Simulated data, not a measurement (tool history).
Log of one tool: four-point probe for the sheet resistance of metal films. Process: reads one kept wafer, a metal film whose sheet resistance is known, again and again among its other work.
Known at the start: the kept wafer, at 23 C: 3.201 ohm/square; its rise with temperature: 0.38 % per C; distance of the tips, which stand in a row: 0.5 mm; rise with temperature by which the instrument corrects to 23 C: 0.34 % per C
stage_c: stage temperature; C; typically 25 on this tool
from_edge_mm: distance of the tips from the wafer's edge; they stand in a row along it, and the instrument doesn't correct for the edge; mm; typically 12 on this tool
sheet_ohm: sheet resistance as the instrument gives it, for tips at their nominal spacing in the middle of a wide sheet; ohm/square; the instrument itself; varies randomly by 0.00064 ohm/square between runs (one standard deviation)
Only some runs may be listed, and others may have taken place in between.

{"run": 1, "hour": 0.0, "stage_c": 25, "from_edge_mm": 12, "sheet_ohm": 3.207571}
{"run": 2, "hour": 26.3, "stage_c": 23, "from_edge_mm": 12, "sheet_ohm": 3.204683}
{"run": 3, "hour": 42.0, "stage_c": 23, "from_edge_mm": 12, "sheet_ohm": 3.20448}
{"run": 4, "hour": 75.6, "stage_c": 23, "from_edge_mm": 12, "sheet_ohm": 3.204104}
{"run": 5, "hour": 102.1, "stage_c": 25, "from_edge_mm": 12, "sheet_ohm": 3.206173}
{"run": 6, "hour": 125.7, "stage_c": 25, "from_edge_mm": 12, "sheet_ohm": 3.206632}
{"run": 7, "hour": 140.1, "stage_c": 30, "from_edge_mm": 12, "sheet_ohm": 3.212893}
{"run": 8, "hour": 167.7, "stage_c": 25, "from_edge_mm": 4, "sheet_ohm": 3.230903}
{"run": 9, "hour": 200.4, "stage_c": 26, "from_edge_mm": 10, "sheet_ohm": 3.208033}
{"run": 10, "hour": 223.1, "stage_c": 21, "from_edge_mm": 18, "sheet_ohm": 3.198478}
{"run": 11, "hour": 255.1, "stage_c": 21, "from_edge_mm": 18, "sheet_ohm": 3.198163}
{"run": 12, "hour": 286.3, "stage_c": 21, "from_edge_mm": 4, "sheet_ohm": 3.224227}
{"run": 13, "hour": 317.9, "stage_c": 25, "from_edge_mm": 6, "sheet_ohm": 3.21516}
{"run": 14, "hour": 352.2, "stage_c": 19, "from_edge_mm": 18, "sheet_ohm": 3.194849}

Below are 5 alternative next runs, each starting from the tool's condition after run 14. Predict each:
{"run": "A", "hour": 379.1, "stage_c": 25, "from_edge_mm": 24, "sheet_ohm": "?"}
{"run": "B", "hour": 379.1, "stage_c": 21, "from_edge_mm": 25, "sheet_ohm": "?"}
{"run": "C", "hour": 379.1, "stage_c": 19, "from_edge_mm": 10, "sheet_ohm": "?"}
{"run": "D", "hour": 379.1, "stage_c": 25, "from_edge_mm": 6, "sheet_ohm": "?"}
{"run": "E", "hour": 379.1, "stage_c": 30, "from_edge_mm": 12, "sheet_ohm": "?"}

run=A sheet_ohm=3.203341
run=B sheet_ohm=3.198438
run=C sheet_ohm=3.198618
run=D sheet_ohm=3.215234
run=E sheet_ohm=3.212028
Had the tool no hidden state, the same runs would have come out as:
run=A sheet_ohm=3.204609
run=B sheet_ohm=3.199733
run=C sheet_ohm=3.199929
run=D sheet_ohm=3.216506
run=E sheet_ohm=3.213263
